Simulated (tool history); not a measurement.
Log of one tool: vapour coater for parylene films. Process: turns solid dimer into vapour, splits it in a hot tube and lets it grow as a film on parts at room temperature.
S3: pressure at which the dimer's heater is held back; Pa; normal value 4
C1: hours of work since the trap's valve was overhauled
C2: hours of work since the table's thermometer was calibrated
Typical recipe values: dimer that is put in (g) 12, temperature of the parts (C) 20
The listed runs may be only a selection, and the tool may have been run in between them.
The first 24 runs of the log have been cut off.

{"run": 25, "hour": 1319.8, "dimer that is put in (g)": 12, "temperature of the parts (C)": 24, "S3": 8.6, "C1": 253, "C2": 947, "thickness of the film (um)": 2.44}
{"run": 26, "hour": 1381.1, "dimer that is put in (g)": 15, "temperature of the parts (C)": 22, "S3": 2.04, "C1": 285, "C2": 979, "thickness of the film (um)": 4.21}
{"hour": 1410.3, "done": "trap's valve overhauled"}
{"run": 27, "hour": 1451.7, "dimer that is put in (g)": 15, "temperature of the parts (C)": 26, "S3": 4, "C1": 22, "C2": 1015, "thickness of the film (um)": 3.45}
{"run": 28, "hour": 1502.8, "dimer that is put in (g)": 19, "temperature of the parts (C)": 26, "S3": 2.28, "C1": 49, "C2": 1042, "thickness of the film (um)": 4.73}
{"run": 29, "hour": 1575.1, "dimer that is put in (g)": 12, "temperature of the parts (C)": 20, "S3": 4, "C1": 88, "C2": 1081, "thickness of the film (um)": 3.49}
{"run": 30, "hour": 1644.0, "dimer that is put in (g)": 12, "temperature of the parts (C)": 20, "S3": 4, "C1": 125, "C2": 1117, "thickness of the film (um)": 3.44}
{"run": 31, "hour": 1706.5, "dimer that is put in (g)": 12, "temperature of the parts (C)": 20, "S3": 4, "C1": 158, "C2": 1151, "thickness of the film (um)": 3.43}
{"run": 32, "hour": 1740.6, "dimer that is put in (g)": 12, "temperature of the parts (C)": 20, "S3": 7.86, "C1": 176, "C2": 1169, "thickness of the film (um)": 3.05}
{"run": 33, "hour": 1776.5, "dimer that is put in (g)": 6, "temperature of the parts (C)": 20, "S3": 5.68, "C1": 195, "C2": 1188, "thickness of the film (um)": 1.59}
{"run": 34, "hour": 1837.3, "dimer that is put in (g)": 12, "temperature of the parts (C)": 13, "S3": 5.96, "C1": 228, "C2": 1220, "thickness of the film (um)": 4.29}
{"run": 35, "hour": 1878.0, "dimer that is put in (g)": 11, "temperature of the parts (C)": 19, "S3": 4.01, "C1": 250, "C2": 1242, "thickness of the film (um)": 3.17}
{"run": 36, "hour": 1940.6, "dimer that is put in (g)": 12, "temperature of the parts (C)": 20, "S3": 6.28, "C1": 283, "C2": 1276, "thickness of the film (um)": 3.05}
{"hour": 1973.7, "done": "trap's valve overhauled"}
{"run": 37, "hour": 1976.1, "dimer that is put in (g)": 12, "temperature of the parts (C)": 17, "S3": 2.75, "C1": 1, "C2": 1292, "thickness of the film (um)": 4.35}
{"run": 38, "hour": 2009.6, "dimer that is put in (g)": 12, "temperature of the parts (C)": 20, "S3": 3.08, "C1": 19, "C2": 1310, "thickness of the film (um)": 3.68}
{"run": 39, "hour": 2068.3, "dimer that is put in (g)": 21, "temperature of the parts (C)": 14, "S3": 2.4, "C1": 50, "C2": 1342, "thickness of the film (um)": 8.76}
{"run": 40, "hour": 2105.1, "dimer that is put in (g)": 21, "temperature of the parts (C)": 20, "S3": 2.4, "C1": 70, "C2": 1361, "thickness of the film (um)": 6.69}
{"run": 41, "hour": 2170.4, "dimer that is put in (g)": 12, "temperature of the parts (C)": 21, "S3": 2.51, "C1": 105, "C2": 1396, "thickness of the film (um)": 3.56}
{"run": 42, "hour": 2231.8, "dimer that is put in (g)": 12, "temperature of the parts (C)": 21, "S3": 2.51, "C1": 138, "C2": 1429, "thickness of the film (um)": 3.56}
{"run": 43, "hour": 2287.4, "dimer that is put in (g)": 9, "temperature of the parts (C)": 20, "S3": 2.01, "C1": 167, "C2": 1458, "thickness of the film (um)": 2.87}

Each row is a separate what-if for the run after 43, all from the same tool condition, not one after another. Results?
{"run": "A", "hour": 2340.3, "dimer that is put in (g)": 17, "temperature of the parts (C)": 19, "S3": 4.44, "C1": 196, "C2": 1487, "thickness of the film (um)": "?"}
{"run": "B", "hour": 2340.3, "dimer that is put in (g)": 17, "temperature of the parts (C)": 21, "S3": 9.82, "C1": 196, "C2": 1487, "thickness of the film (um)": "?"}
{"run": "C", "hour": 2340.3, "dimer that is put in (g)": 12, "temperature of the parts (C)": 32, "S3": 4, "C1": 196, "C2": 1487, "thickness of the film (um)": "?"}

run=A thickness_of_the_film_(um)=4.92
run=B thickness_of_the_film_(um)=3.92
run=C thickness_of_the_film_(um)=2.01
Without the tool's hidden state the same runs would have given:
run=A thickness_of_the_film_(um)=5.33
run=B thickness_of_the_film_(um)=4.25
run=C thickness_of_the_film_(um)=2.17
